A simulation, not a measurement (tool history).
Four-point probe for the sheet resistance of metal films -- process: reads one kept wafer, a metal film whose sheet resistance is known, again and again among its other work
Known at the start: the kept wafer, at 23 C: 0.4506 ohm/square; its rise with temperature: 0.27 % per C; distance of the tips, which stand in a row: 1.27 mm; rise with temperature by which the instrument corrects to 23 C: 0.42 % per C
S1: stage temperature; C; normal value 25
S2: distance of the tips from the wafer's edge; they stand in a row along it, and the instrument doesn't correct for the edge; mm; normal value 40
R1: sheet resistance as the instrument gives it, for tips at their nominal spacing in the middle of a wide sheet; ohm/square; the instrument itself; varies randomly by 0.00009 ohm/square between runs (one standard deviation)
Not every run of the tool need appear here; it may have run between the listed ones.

run 1 hour=0.0 | S1=25 S2=40 | R1=0.452741
run 2 hour=15.8 | S1=25 S2=40 | R1=0.452561
run 3 hour=36.8 | S1=25 S2=40 | R1=0.452821
run 4 hour=46.5 | S1=25 S2=40 | R1=0.452785
run 5 hour=61.6 | S1=25 S2=40 | R1=0.452818
run 6 hour=82.1 | S1=25 S2=40 | R1=0.452871
run 7 hour=100.0 | S1=25 S2=40 | R1=0.452971
run 8 hour=120.9 | S1=25 S2=40 | R1=0.453037
run 9 hour=138.2 | S1=25 S2=40 | R1=0.453214
run 10 hour=152.5 | S1=25 S2=40 | R1=0.453153
run 11 hour=168.6 | S1=25 S2=8 | R1=0.458964
run 12 hour=180.3 | S1=25 S2=24 | R1=0.453635
run 13 hour=195.7 | S1=25 S2=40 | R1=0.453403
run 14 hour=215.5 | S1=25 S2=40 | R1=0.453424
run 15 hour=232.0 | S1=25 S2=20 | R1=0.454174
run 16 hour=252.0 | S1=25 S2=20 | R1=0.454311
run 17 hour=263.8 | S1=25 S2=40 | R1=0.453606
run 18 hour=285.1 | S1=25 S2=40 | R1=0.453480
run 19 hour=303.7 | S1=25 S2=40 | R1=0.453536
run 20 hour=322.9 | S1=25 S2=40 | R1=0.453652
run 21 hour=339.1 | S1=25 S2=40 | R1=0.453649
run 22 hour=352.2 | S1=25 S2=40 | R1=0.453735
run 23 hour=367.5 | S1=25 S2=56 | R1=0.453716

Run 24 has not been measured yet. What should we expect?
run 24 hour=376.2 | S1=29 S2=26 | R1=?

{"run 24": {"R1": 0.451572}}
Had the tool carried no hidden state, the very same run would have given R1 0.447295 ohm/square.
